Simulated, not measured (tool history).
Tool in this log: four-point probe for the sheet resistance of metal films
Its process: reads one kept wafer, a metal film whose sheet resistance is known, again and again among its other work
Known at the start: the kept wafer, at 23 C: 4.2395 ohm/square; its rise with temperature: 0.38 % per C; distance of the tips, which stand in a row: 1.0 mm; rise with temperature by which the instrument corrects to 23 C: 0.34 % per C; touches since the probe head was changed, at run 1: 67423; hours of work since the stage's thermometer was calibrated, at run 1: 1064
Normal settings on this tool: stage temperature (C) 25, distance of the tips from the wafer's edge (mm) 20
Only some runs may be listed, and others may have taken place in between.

| run | day | stage temperature (C) | distance of the tips from the wafer's edge (mm) | touches since the probe head was changed | hours of work since the stage's thermometer was calibrated | sheet resistance as the instrument gives it (ohm/square) |
|---|---|---|---|---|---|---|
| 1 | 0.000 | 25 | 20 | 67423 | 1064 | 4.247927 |
| 2 | 2.571 | 25 | 7 | 69619 | 1110 | 4.287864 |
| 3 | 5.146 | 26 | 20 | 71819 | 1156 | 4.248699 |
| 4 | 7.108 | 25 | 20 | 73497 | 1191 | 4.248852 |
| 5 | 9.367 | 25 | 20 | 75425 | 1231 | 4.248292 |
| 6 | 12.738 | 25 | 20 | 78306 | 1291 | 4.247996 |
| 7 | 15.879 | 25 | 20 | 80989 | 1347 | 4.246876 |
| 8 | 18.738 | 25 | 20 | 83431 | 1398 | 4.247374 |
| 9 | 20.904 | 25 | 20 | 85281 | 1436 | 4.246694 |
| 10 | 23.942 | 25 | 20 | 87877 | 1490 | 4.247889 |
| 11 | 27.262 | 25 | 20 | 90713 | 1549 | 4.246702 |
| 12 | 29.933 | 25 | 4 | 92994 | 1597 | 4.379744 |
| 13 | 31.667 | 25 | 4 | 94474 | 1627 | 4.380537 |
| 14 | 33.992 | 25 | 20 | 96461 | 1669 | 4.246665 |
| 15 | 37.454 | 25 | 34 | 99422 | 1730 | 4.244513 |
| 16 | 39.733 | 33 | 20 | 101367 | 1771 | 4.260117 |
| 17 | 41.425 | 25 | 20 | 102812 | 1801 | 4.246910 |
| 18 | 43.725 | 20 | 22 | 104777 | 1842 | 4.239954 |
| 19 | 47.033 | 20 | 22 | 107606 | 1901 | 4.241230 |
| 20 | 49.929 | 20 | 22 | 110079 | 1952 | 4.239334 |
| 21 | 52.875 | 20 | 22 | 112594 | 2005 | 4.240590 |
| 22 | 55.500 | 24 | 36 | 114839 | 2051 | 4.242334 |
| 23 | 57.708 | 24 | 36 | 116722 | 2091 | 4.243825 |
| 24 | 59.842 | 24 | 36 | 118547 | 2129 | 4.241875 |
|  | 61.396 | new probe head fitted |
| 25 | 61.667 | 24 | 36 | 230 | 2160 | 4.242609 |
| 26 | 65.058 | 24 | 36 | 3128 | 2221 | 4.243423 |
| 27 | 67.354 | 34 | 15 | 5088 | 2261 | 4.261896 |
| 28 | 69.758 | 20 | 45 | 7142 | 2304 | 4.236072 |
| 29 | 72.558 | 20 | 45 | 9534 | 2354 | 4.236495 |
| 30 | 75.679 | 27 | 13 | 12200 | 2409 | 4.258361 |
| 31 | 78.933 | 18 | 8 | 14981 | 2467 | 4.269215 |
| 32 | 80.900 | 29 | 9 | 16663 | 2502 | 4.275823 |
| 33 | 84.000 | 33 | 9 | 19311 | 2557 | 4.279351 |

5 options for the next run, each taken on its own from the tool as it stands now. Forecast them:
| A | 85.596 | 18 | 37 | 20673 | 2586 | ? |
| B | 85.596 | 33 | 10 | 20673 | 2586 | ? |
| C | 85.596 | 22 | 20 | 20673 | 2586 | ? |
| D | 85.596 | 18 | 10 | 20673 | 2586 | ? |
| E | 85.596 | 33 | 26 | 20673 | 2586 | ? |

| run | sheet resistance as the instrument gives it (ohm/square) |
|---|---|
| A | 4.234438 |
| B | 4.272291 |
| C | 4.243768 |
| D | 4.256580 |
| E | 4.254555 |
Had the tool no hidden state, the same runs would have come out as:
| run | sheet resistance as the instrument gives it (ohm/square) |
|---|---|
| A | 4.234677 |
| B | 4.272535 |
| C | 4.244008 |
| D | 4.256820 |
| E | 4.254798 |

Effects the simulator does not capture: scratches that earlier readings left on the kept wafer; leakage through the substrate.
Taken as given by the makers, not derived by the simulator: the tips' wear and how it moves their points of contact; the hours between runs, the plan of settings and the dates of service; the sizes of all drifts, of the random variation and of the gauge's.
